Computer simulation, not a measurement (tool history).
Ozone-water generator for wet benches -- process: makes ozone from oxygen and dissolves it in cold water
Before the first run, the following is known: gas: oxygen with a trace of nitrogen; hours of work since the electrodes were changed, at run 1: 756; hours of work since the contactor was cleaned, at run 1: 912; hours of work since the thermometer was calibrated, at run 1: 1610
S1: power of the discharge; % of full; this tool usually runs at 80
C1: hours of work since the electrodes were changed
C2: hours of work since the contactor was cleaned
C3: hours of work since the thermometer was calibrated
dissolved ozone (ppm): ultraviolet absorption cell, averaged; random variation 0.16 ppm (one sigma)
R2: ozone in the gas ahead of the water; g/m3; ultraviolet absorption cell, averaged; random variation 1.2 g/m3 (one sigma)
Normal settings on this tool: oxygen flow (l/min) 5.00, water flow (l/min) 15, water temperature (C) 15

{"run": 1, "hour": 0.0, "S1": 80, "oxygen flow (l/min)": 5.0, "water flow (l/min)": 15, "water temperature (C)": 15, "C1": 756, "C2": 912, "C3": 1610, "dissolved ozone (ppm)": 19.8, "R2": 210.0}
{"run": 2, "hour": 53.6, "S1": 80, "oxygen flow (l/min)": 5.21, "water flow (l/min)": 15, "water temperature (C)": 15, "C1": 791, "C2": 947, "C3": 1644, "dissolved ozone (ppm)": 20.0, "R2": 203.6}
{"run": 3, "hour": 94.5, "S1": 80, "oxygen flow (l/min)": 5.0, "water flow (l/min)": 15, "water temperature (C)": 15, "C1": 817, "C2": 974, "C3": 1671, "dissolved ozone (ppm)": 19.7, "R2": 208.0}
{"run": 4, "hour": 118.5, "S1": 80, "oxygen flow (l/min)": 5.0, "water flow (l/min)": 15, "water temperature (C)": 15, "C1": 833, "C2": 989, "C3": 1687, "dissolved ozone (ppm)": 19.8, "R2": 208.5}
{"run": 5, "hour": 147.0, "S1": 80, "oxygen flow (l/min)": 5.0, "water flow (l/min)": 15, "water temperature (C)": 15, "C1": 851, "C2": 1008, "C3": 1705, "dissolved ozone (ppm)": 19.8, "R2": 209.3}
{"run": 6, "hour": 198.7, "S1": 80, "oxygen flow (l/min)": 5.0, "water flow (l/min)": 15, "water temperature (C)": 15, "C1": 885, "C2": 1041, "C3": 1739, "dissolved ozone (ppm)": 19.9, "R2": 208.4}
{"run": 7, "hour": 228.1, "S1": 80, "oxygen flow (l/min)": 5.0, "water flow (l/min)": 17, "water temperature (C)": 15, "C1": 904, "C2": 1061, "C3": 1758, "dissolved ozone (ppm)": 17.5, "R2": 207.7}
{"run": 8, "hour": 268.3, "S1": 80, "oxygen flow (l/min)": 5.0, "water flow (l/min)": 17, "water temperature (C)": 15, "C1": 930, "C2": 1087, "C3": 1784, "dissolved ozone (ppm)": 17.5, "R2": 207.0}
{"run": 9, "hour": 306.5, "S1": 80, "oxygen flow (l/min)": 2.53, "water flow (l/min)": 15, "water temperature (C)": 15, "C1": 955, "C2": 1111, "C3": 1809, "dissolved ozone (ppm)": 18.0, "R2": 279.2}
{"run": 10, "hour": 338.7, "S1": 96, "oxygen flow (l/min)": 5.0, "water flow (l/min)": 15, "water temperature (C)": 15, "C1": 976, "C2": 1132, "C3": 1830, "dissolved ozone (ppm)": 22.6, "R2": 234.6}
{"run": 11, "hour": 393.2, "S1": 80, "oxygen flow (l/min)": 5.0, "water flow (l/min)": 15, "water temperature (C)": 15, "C1": 1011, "C2": 1168, "C3": 1865, "dissolved ozone (ppm)": 19.8, "R2": 207.2}
{"run": 12, "hour": 422.5, "S1": 80, "oxygen flow (l/min)": 5.0, "water flow (l/min)": 15, "water temperature (C)": 15, "C1": 1030, "C2": 1187, "C3": 1884, "dissolved ozone (ppm)": 19.5, "R2": 206.7}
{"run": 13, "hour": 476.1, "S1": 80, "oxygen flow (l/min)": 5.0, "water flow (l/min)": 15, "water temperature (C)": 15, "C1": 1065, "C2": 1222, "C3": 1919, "dissolved ozone (ppm)": 19.9, "R2": 207.7}
{"run": 14, "hour": 517.5, "S1": 75, "oxygen flow (l/min)": 5.0, "water flow (l/min)": 15, "water temperature (C)": 15, "C1": 1092, "C2": 1249, "C3": 1946, "dissolved ozone (ppm)": 19.0, "R2": 198.2}
{"run": 15, "hour": 569.1, "S1": 80, "oxygen flow (l/min)": 5.0, "water flow (l/min)": 15, "water temperature (C)": 15, "C1": 1126, "C2": 1282, "C3": 1980, "dissolved ozone (ppm)": 19.7, "R2": 206.5}
{"run": 16, "hour": 610.4, "S1": 84, "oxygen flow (l/min)": 5.0, "water flow (l/min)": 15, "water temperature (C)": 15, "C1": 1153, "C2": 1309, "C3": 2006, "dissolved ozone (ppm)": 20.4, "R2": 213.1}
{"run": 17, "hour": 635.8, "S1": 84, "oxygen flow (l/min)": 5.0, "water flow (l/min)": 15, "water temperature (C)": 15, "C1": 1169, "C2": 1325, "C3": 2023, "dissolved ozone (ppm)": 20.6, "R2": 214.1}
{"run": 18, "hour": 677.5, "S1": 80, "oxygen flow (l/min)": 2.81, "water flow (l/min)": 15, "water temperature (C)": 15, "C1": 1196, "C2": 1353, "C3": 2050, "dissolved ozone (ppm)": 18.4, "R2": 265.0}
{"run": 19, "hour": 732.0, "S1": 56, "oxygen flow (l/min)": 7.99, "water flow (l/min)": 23, "water temperature (C)": 9, "C1": 1232, "C2": 1388, "C3": 2085, "dissolved ozone (ppm)": 11.8, "R2": 130.9}
{"run": 20, "hour": 758.1, "S1": 61, "oxygen flow (l/min)": 5.09, "water flow (l/min)": 24, "water temperature (C)": 19, "C1": 1249, "C2": 1405, "C3": 2102, "dissolved ozone (ppm)": 9.7, "R2": 169.6}
{"run": 21, "hour": 788.0, "S1": 44, "oxygen flow (l/min)": 2.61, "water flow (l/min)": 12, "water temperature (C)": 12, "C1": 1268, "C2": 1424, "C3": 2122, "dissolved ozone (ppm)": 15.6, "R2": 181.8}
{"run": 22, "hour": 822.7, "S1": 77, "oxygen flow (l/min)": 2.69, "water flow (l/min)": 14, "water temperature (C)": 15, "C1": 1291, "C2": 1447, "C3": 2144, "dissolved ozone (ppm)": 19.1, "R2": 264.4}
{"run": 23, "hour": 869.7, "S1": 77, "oxygen flow (l/min)": 5.12, "water flow (l/min)": 14, "water temperature (C)": 15, "C1": 1321, "C2": 1477, "C3": 2175, "dissolved ozone (ppm)": 20.8, "R2": 197.8}
{"run": 24, "hour": 916.2, "S1": 77, "oxygen flow (l/min)": 5.12, "water flow (l/min)": 14, "water temperature (C)": 15, "C1": 1351, "C2": 1508, "C3": 2205, "dissolved ozone (ppm)": 20.6, "R2": 196.7}
{"run": 25, "hour": 951.2, "S1": 77, "oxygen flow (l/min)": 5.12, "water flow (l/min)": 14, "water temperature (C)": 15, "C1": 1374, "C2": 1530, "C3": 2228, "dissolved ozone (ppm)": 20.9, "R2": 196.3}
{"run": 26, "hour": 983.9, "S1": 77, "oxygen flow (l/min)": 5.12, "water flow (l/min)": 14, "water temperature (C)": 15, "C1": 1395, "C2": 1552, "C3": 2249, "dissolved ozone (ppm)": 20.4, "R2": 197.8}
{"run": 27, "hour": 1023.3, "S1": 54, "oxygen flow (l/min)": 3.38, "water flow (l/min)": 24, "water temperature (C)": 14, "C1": 1421, "C2": 1577, "C3": 2275, "dissolved ozone (ppm)": 8.5, "R2": 184.4}
{"run": 28, "hour": 1046.5, "S1": 54, "oxygen flow (l/min)": 2.58, "water flow (l/min)": 9, "water temperature (C)": 14, "C1": 1436, "C2": 1592, "C3": 2290, "dissolved ozone (ppm)": 23.1, "R2": 209.9}
{"run": 29, "hour": 1080.6, "S1": 54, "oxygen flow (l/min)": 2.58, "water flow (l/min)": 9, "water temperature (C)": 14, "C1": 1458, "C2": 1615, "C3": 2312, "dissolved ozone (ppm)": 23.1, "R2": 207.4}
{"hour": 1101.1, "done": "contactor cleaned"}
{"run": 30, "hour": 1109.7, "S1": 54, "oxygen flow (l/min)": 3.88, "water flow (l/min)": 16, "water temperature (C)": 12, "C1": 1475, "C2": 6, "C3": 2328, "dissolved ozone (ppm)": 14.4, "R2": 174.2}
{"run": 31, "hour": 1145.9, "S1": 54, "oxygen flow (l/min)": 3.88, "water flow (l/min)": 16, "water temperature (C)": 12, "C1": 1498, "C2": 29, "C3": 2352, "dissolved ozone (ppm)": 14.2, "R2": 174.7}
{"run": 32, "hour": 1177.9, "S1": 54, "oxygen flow (l/min)": 3.88, "water flow (l/min)": 16, "water temperature (C)": 10, "C1": 1519, "C2": 50, "C3": 2373, "dissolved ozone (ppm)": 14.8, "R2": 173.5}

Hidden state at the last listed run before each entry between runs and at the first one after, where it differs:
After run 29, before run 30: contactor cleaned (hour 1101.1)
  contactor's efficiency, % of a clean one's: 99.9 -> 100; drift of the gauge itself on gas_g_m3, %: -2.23 -> -2.28
  what was measured, less what the result would be without the hidden state, R2: -4.9 -> -4.2 g/m3

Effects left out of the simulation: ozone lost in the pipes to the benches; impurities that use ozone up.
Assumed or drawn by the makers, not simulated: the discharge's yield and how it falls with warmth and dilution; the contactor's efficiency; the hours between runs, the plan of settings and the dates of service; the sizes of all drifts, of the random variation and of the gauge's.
